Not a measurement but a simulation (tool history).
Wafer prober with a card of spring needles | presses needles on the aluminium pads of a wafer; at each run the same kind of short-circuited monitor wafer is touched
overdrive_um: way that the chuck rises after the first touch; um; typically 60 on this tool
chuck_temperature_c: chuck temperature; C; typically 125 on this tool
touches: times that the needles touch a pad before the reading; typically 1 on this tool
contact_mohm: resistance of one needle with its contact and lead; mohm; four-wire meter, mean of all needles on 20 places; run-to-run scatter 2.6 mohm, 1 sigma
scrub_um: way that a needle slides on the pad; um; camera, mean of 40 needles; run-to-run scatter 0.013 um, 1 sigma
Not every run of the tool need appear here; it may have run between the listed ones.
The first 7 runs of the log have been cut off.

| run | hour | overdrive_um | chuck_temperature_c | touches | contact_mohm | scrub_um |
|---|---|---|---|---|---|---|
|  | 136.3 | tips cleaned on abrasive film |
|  | 147.4 | height of the first contact set anew |
| 8 | 149.7 | 60 | 125 | 1 | 459 | 10.41 |
|  | 153.2 | tips cleaned on abrasive film |
| 9 | 165.6 | 60 | 125 | 1 | 457 | 10.38 |
|  | 167.8 | tips cleaned on abrasive film |
|  | 182.8 | tips cleaned on abrasive film |
|  | 197.0 | tips cleaned on abrasive film |
| 10 | 200.8 | 60 | 63 | 1 | 365 | 10.36 |
|  | 211.4 | tips cleaned on abrasive film |
| 11 | 223.7 | 60 | 63 | 1 | 460 | 10.37 |
|  | 225.3 | tips cleaned on abrasive film |
|  | 239.1 | tips cleaned on abrasive film |
| 12 | 251.4 | 60 | 71 | 1 | 461 | 10.37 |
|  | 254.8 | tips cleaned on abrasive film |
|  | 270.3 | tips cleaned on abrasive film |
| 13 | 273.3 | 60 | 71 | 1 | 348 | 10.33 |
|  | 284.6 | tips cleaned on abrasive film |
|  | 300.4 | tips cleaned on abrasive film |
| 14 | 300.4 | 60 | 71 | 1 | 299 | 10.30 |
|  | 314.8 | tips cleaned on abrasive film |
| 15 | 317.1 | 60 | 125 | 1 | 357 | 10.31 |
|  | 329.2 | tips cleaned on abrasive film |
| 16 | 333.6 | 60 | 125 | 1 | 371 | 10.30 |
|  | 343.9 | tips cleaned on abrasive film |
|  | 359.4 | tips cleaned on abrasive film |
| 17 | 369.4 | 60 | 125 | 1 | 458 | 10.29 |
|  | 373.4 | tips cleaned on abrasive film |
|  | 389.7 | tips cleaned on abrasive film |
| 18 | 398.7 | 60 | 125 | 1 | 443 | 10.25 |
|  | 403.7 | tips cleaned on abrasive film |
|  | 417.7 | tips cleaned on abrasive film |
| 19 | 420.0 | 48 | 125 | 2 | 341 | 8.16 |
|  | 431.6 | tips cleaned on abrasive film |
|  | 446.8 | tips cleaned on abrasive film |
| 20 | 447.0 | 54 | 47 | 1 | 305 | 9.19 |
|  | 461.4 | tips cleaned on abrasive film |
| 21 | 465.7 | 55 | 47 | 2 | 338 | 9.36 |
|  | 475.9 | tips cleaned on abrasive film |
|  | 490.3 | tips cleaned on abrasive film |
| 22 | 494.6 | 55 | 47 | 2 | 337 | 9.34 |
|  | 504.9 | tips cleaned on abrasive film |
| 23 | 516.5 | 41 | 58 | 1 | 694 | 6.91 |
|  | 521.4 | tips cleaned on abrasive film |
|  | 537.6 | tips cleaned on abrasive film |
| 24 | 548.7 | 60 | 89 | 2 | 390 | 10.19 |
|  | 551.6 | tips cleaned on abrasive film |
|  | 566.2 | tips cleaned on abrasive film |
| 25 | 577.9 | 64 | 48 | 1 | 444 | 10.88 |
|  | 580.3 | tips cleaned on abrasive film |
|  | 596.2 | tips cleaned on abrasive film |
|  | 612.7 | tips cleaned on abrasive film |
| 26 | 615.3 | 54 | 36 | 1 | 360 | 9.11 |
|  | 626.9 | tips cleaned on abrasive film |
| 27 | 639.7 | 62 | 75 | 1 | 472 | 10.48 |
|  | 643.2 | tips cleaned on abrasive film |
|  | 654.2 | height of the first contact set anew |
| 28 | 655.7 | 42 | 68 | 2 | 507 | 7.29 |
|  | 657.8 | tips cleaned on abrasive film |
|  | 671.9 | tips cleaned on abrasive film |
| 29 | 682.3 | 42 | 68 | 2 | 484 | 7.25 |
|  | 685.7 | tips cleaned on abrasive film |
|  | 701.0 | tips cleaned on abrasive film |
|  | 716.0 | tips cleaned on abrasive film |
| 30 | 719.5 | 78 | 34 | 2 | 297 | 13.48 |

What if the next run were any one of these 3? Each begins from the tool's condition after run 30:
|  | 730.4 | tips cleaned on abrasive film |
|  | 746.3 | tips cleaned on abrasive film |
| A | 752.5 | 63 | 34 | 2 | ? | ? |
|  | 730.4 | tips cleaned on abrasive film |
|  | 746.3 | tips cleaned on abrasive film |
| B | 752.5 | 44 | 125 | 2 | ? | ? |
|  | 730.4 | tips cleaned on abrasive film |
|  | 746.3 | tips cleaned on abrasive film |
| C | 752.5 | 47 | 40 | 3 | ? | ? |

| run | contact_mohm | scrub_um |
|---|---|---|
| A | 341 | 10.85 |
| B | 424 | 7.54 |
| C | 351 | 8.10 |
Take away the tool's hidden state, keep each run's random variation, and the runs would have read:
| run | contact_mohm | scrub_um |
|---|---|---|
| A | 268 | 10.90 |
| B | 301 | 7.60 |
| C | 276 | 8.16 |
